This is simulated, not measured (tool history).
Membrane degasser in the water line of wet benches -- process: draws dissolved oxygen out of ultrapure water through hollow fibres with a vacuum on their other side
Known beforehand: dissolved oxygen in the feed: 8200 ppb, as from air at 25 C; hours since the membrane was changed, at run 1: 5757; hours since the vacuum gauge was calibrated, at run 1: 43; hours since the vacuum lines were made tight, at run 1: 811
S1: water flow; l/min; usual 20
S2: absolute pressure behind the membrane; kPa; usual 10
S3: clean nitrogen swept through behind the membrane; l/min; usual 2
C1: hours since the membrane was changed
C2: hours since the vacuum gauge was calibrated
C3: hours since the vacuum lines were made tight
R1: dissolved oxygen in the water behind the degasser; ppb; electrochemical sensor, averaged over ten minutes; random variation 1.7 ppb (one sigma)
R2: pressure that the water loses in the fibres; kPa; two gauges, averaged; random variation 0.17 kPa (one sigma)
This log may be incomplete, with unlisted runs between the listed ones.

Run 1, hour 0: usual settings; C1 5757; C2 43; C3 811. Result: R1 167.1 ppb, R2 25.67 kPa.
Run 2, hour 166.4: usual settings; C1 5923; C2 209; C3 978. Result: R1 165.6 ppb, R2 25.36 kPa.
Run 3, hour 396.6: usual settings; C1 6153; C2 439; C3 1208. Result: R1 164.6 ppb, R2 25.54 kPa.
Run 4, hour 561.6: usual settings but S3 5.96 l/min; C1 6318; C2 604; C3 1373. Result: R1 64.2 ppb, R2 25.63 kPa.
Run 5, hour 676.8: usual settings but S3 5.96 l/min; C1 6433; C2 719; C3 1488. Result: R1 63.1 ppb, R2 25.29 kPa.
Run 6, hour 892.2: usual settings but S3 5.96 l/min; C1 6649; C2 935; C3 1704. Result: R1 62.8 ppb, R2 25.27 kPa.
Run 7, hour 1140.5: usual settings but S1 14 l/min, S3 5.96 l/min; C1 6897; C2 1183; C3 1952. Result: R1 40.5 ppb, R2 17.83 kPa.
Run 8, hour 1297.1: usual settings but S1 14 l/min, S3 5.96 l/min; C1 7054; C2 1340; C3 2108. Result: R1 40.7 ppb, R2 17.86 kPa.
Run 9, hour 1535.9: usual settings but S1 14 l/min, S3 5.96 l/min; C1 7292; C2 1578; C3 2347. Result: R1 40.8 ppb, R2 17.65 kPa.
Run 10, hour 1759.8: usual settings but S1 14 l/min, S3 5.96 l/min; C1 7516; C2 1802; C3 2571. Result: R1 40.2 ppb, R2 17.72 kPa.
Run 11, hour 2032.5: usual settings; C1 7789; C2 2075; C3 2844. Result: R1 162.3 ppb, R2 25.2 kPa.
Run 12, hour 2303.9: usual settings; C1 8061; C2 2346; C3 3115. Result: R1 166 ppb, R2 25.76 kPa.
Run 13, hour 2433.1: usual settings; C1 8190; C2 2476; C3 3244. Result: R1 163.8 ppb, R2 25.46 kPa.
Run 14, hour 2644.6: usual settings; C1 8401; C2 2687; C3 3456. Result: R1 167 ppb, R2 25.36 kPa.
Run 15, hour 2922.6: usual settings; C1 8679; C2 2965; C3 3734. Result: R1 163.7 ppb, R2 25.51 kPa.
At hour 2942.5: membrane cartridge changed.
Run 16, hour 3040.7: usual settings; C1 98; C2 3079; C3 3848. Result: R1 165.3 ppb, R2 25.28 kPa.
Run 17, hour 3274.7: usual settings but S2 18.8 kPa; C1 332; C2 3313; C3 4082. Result: R1 358.4 ppb, R2 25.38 kPa.
At hour 3386.7: vacuum gauge calibrated.
Run 18, hour 3416.7: usual settings but S1 13 l/min, S2 8.2 kPa, S3 1.17 l/min; C1 474; C2 30; C3 4224. Result: R1 129.9 ppb, R2 16.42 kPa.
Run 19, hour 3634.5: usual settings but S1 13 l/min, S2 8.2 kPa, S3 1.17 l/min; C1 691; C2 248; C3 4441. Result: R1 130.4 ppb, R2 16.34 kPa.
At hour 3678: seals of the vacuum lines changed.
Run 20, hour 3911.9: usual settings but S1 14 l/min, S2 8.2 kPa, S3 1.17 l/min; C1 967; C2 523; C3 234. Result: R1 137.4 ppb, R2 18.01 kPa.
Run 21, hour 4047.8: usual settings but S1 14 l/min, S2 8.2 kPa, S3 1.17 l/min; C1 1103; C2 659; C3 370. Result: R1 139.1 ppb, R2 17.69 kPa.
Run 22, hour 4192.4: usual settings but S1 25 l/min, S2 10.3 kPa, S3 2.66 l/min; C1 1247; C2 804; C3 514. Result: R1 175.8 ppb, R2 31.73 kPa.
Run 23, hour 4337.8: usual settings but S1 19 l/min, S2 11.4 kPa, S3 2.83 l/min; C1 1393; C2 949; C3 660. Result: R1 137 ppb, R2 24.25 kPa.
Run 24, hour 4549.2: usual settings but S1 13 l/min, S2 18 kPa, S3 2.38 l/min; C1 1604; C2 1161; C3 871. Result: R1 193.3 ppb, R2 16.73 kPa.
Run 25, hour 4688.4: usual settings but S1 13 l/min, S2 18 kPa, S3 2.38 l/min; C1 1743; C2 1300; C3 1010. Result: R1 193.2 ppb, R2 16.69 kPa.
Run 26, hour 4801.6: usual settings but S1 25 l/min, S3 3.78 l/min; C1 1857; C2 1413; C3 1124. Result: R1 126.1 ppb, R2 31.75 kPa.
Run 27, hour 5028.8: usual settings but S1 25 l/min, S3 3.78 l/min; C1 2084; C2 1640; C3 1351. Result: R1 126.9 ppb, R2 31.8 kPa.
Run 28, hour 5140.7: usual settings but S1 21 l/min, S3 1.07 l/min; C1 2196; C2 1752; C3 1463. Result: R1 295.9 ppb, R2 26.58 kPa.
Run 29, hour 5307.3: usual settings but S1 13 l/min, S2 15.1 kPa, S3 1.07 l/min; C1 2362; C2 1919; C3 1629. Result: R1 327.5 ppb, R2 16.51 kPa.
Run 30, hour 5541.6: usual settings but S1 26 l/min, S2 15.7 kPa, S3 3.27 l/min; C1 2597; C2 2153; C3 1864. Result: R1 252.4 ppb, R2 33.06 kPa.
Run 31, hour 5797.9: usual settings but S1 26 l/min, S2 15.7 kPa, S3 3.27 l/min; C1 2853; C2 2409; C3 2120. Result: R1 256.7 ppb, R2 32.9 kPa.
Run 32, hour 5965.6: usual settings but S1 26 l/min, S2 14.7 kPa, S3 1.48 l/min; C1 3021; C2 2577; C3 2288. Result: R1 458.2 ppb, R2 33.16 kPa.

Hidden state at the last listed run before each entry between runs and at the first one after, where it differs:
In the gap between runs 15 and 16: membrane cartridge changed (hour 2942.5)
  membrane still open, %: 99.9 -> 100
In the gap between runs 17 and 18: vacuum gauge calibrated (hour 3386.7)
  nothing in the hidden state changes from one run to the other
In the gap between runs 19 and 20: seals of the vacuum lines changed (hour 3678)
  air that leaks in behind the membrane, l/min: 0.0022 -> 0.002
